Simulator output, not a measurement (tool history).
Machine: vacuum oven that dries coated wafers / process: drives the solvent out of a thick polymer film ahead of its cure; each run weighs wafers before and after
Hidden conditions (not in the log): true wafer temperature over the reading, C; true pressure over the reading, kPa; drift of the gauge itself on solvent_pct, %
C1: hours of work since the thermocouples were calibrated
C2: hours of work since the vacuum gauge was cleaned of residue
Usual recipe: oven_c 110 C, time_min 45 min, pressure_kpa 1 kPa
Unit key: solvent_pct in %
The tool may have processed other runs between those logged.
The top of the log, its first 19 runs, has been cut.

run 20 hour=580.6 | oven_c=110 time_min=45 pressure_kpa=1 | C1=1321 C2=964 | solvent_pct=2.7
run 21 hour=599.1 | oven_c=110 time_min=45 pressure_kpa=1 | C1=1332 C2=975 | solvent_pct=2.67
run 22 hour=639 | oven_c=110 time_min=45 pressure_kpa=0.81 | C1=1355 C2=998 | solvent_pct=2.45
run 23 hour=680 | oven_c=111 time_min=26 pressure_kpa=0.6 | C1=1379 C2=1022 | solvent_pct=3.51
run 24 hour=707.5 | oven_c=110 time_min=59 pressure_kpa=1.86 | C1=1395 C2=1038 | solvent_pct=3.63
run 25 hour=734.7 | oven_c=110 time_min=64 pressure_kpa=0.61 | C1=1410 C2=1053 | solvent_pct=1.77
-- hour=772.5 vacuum gauge cleaned of residue and calibrated
run 26 hour=772.8 | oven_c=123 time_min=64 pressure_kpa=0.54 | C1=1432 C2=0 | solvent_pct=0.4
run 27 hour=800.2 | oven_c=123 time_min=37 pressure_kpa=3.89 | C1=1448 C2=16 | solvent_pct=3.86
run 28 hour=821 | oven_c=123 time_min=37 pressure_kpa=3.89 | C1=1460 C2=28 | solvent_pct=3.88
run 29 hour=845.8 | oven_c=123 time_min=37 pressure_kpa=3.2 | C1=1474 C2=43 | solvent_pct=3.17
run 30 hour=866 | oven_c=117 time_min=62 pressure_kpa=1 | C1=1486 C2=54 | solvent_pct=1.21
run 31 hour=899.3 | oven_c=111 time_min=27 pressure_kpa=0.96 | C1=1505 C2=74 | solvent_pct=3.43
run 32 hour=916.9 | oven_c=110 time_min=65 pressure_kpa=1.03 | C1=1515 C2=84 | solvent_pct=1.82
run 33 hour=951.5 | oven_c=117 time_min=45 pressure_kpa=2.94 | C1=1535 C2=104 | solvent_pct=3.66
run 34 hour=983.3 | oven_c=117 time_min=45 pressure_kpa=2.94 | C1=1554 C2=122 | solvent_pct=3.59
run 35 hour=1021.8 | oven_c=111 time_min=74 pressure_kpa=0.55 | C1=1576 C2=145 | solvent_pct=1.06
run 36 hour=1042.2 | oven_c=117 time_min=45 pressure_kpa=1 | C1=1588 C2=157 | solvent_pct=1.33
run 37 hour=1075 | oven_c=117 time_min=45 pressure_kpa=1 | C1=1607 C2=176 | solvent_pct=1.37
run 38 hour=1115 | oven_c=110 time_min=66 pressure_kpa=0.86 | C1=1630 C2=199 | solvent_pct=1.63
run 39 hour=1140.6 | oven_c=102 time_min=40 pressure_kpa=1 | C1=1645 C2=214 | solvent_pct=4.42

For run 40, what comes out?
run 40 hour=1165.4 | oven_c=102 time_min=26 pressure_kpa=1 | C1=1660 C2=228 | solvent_pct=?

{"run 40": {"solvent_pct": 6.2}}
If the tool had no hidden condition, the same run with the same run-to-run variation would have returned solvent_pct 5.62 %.
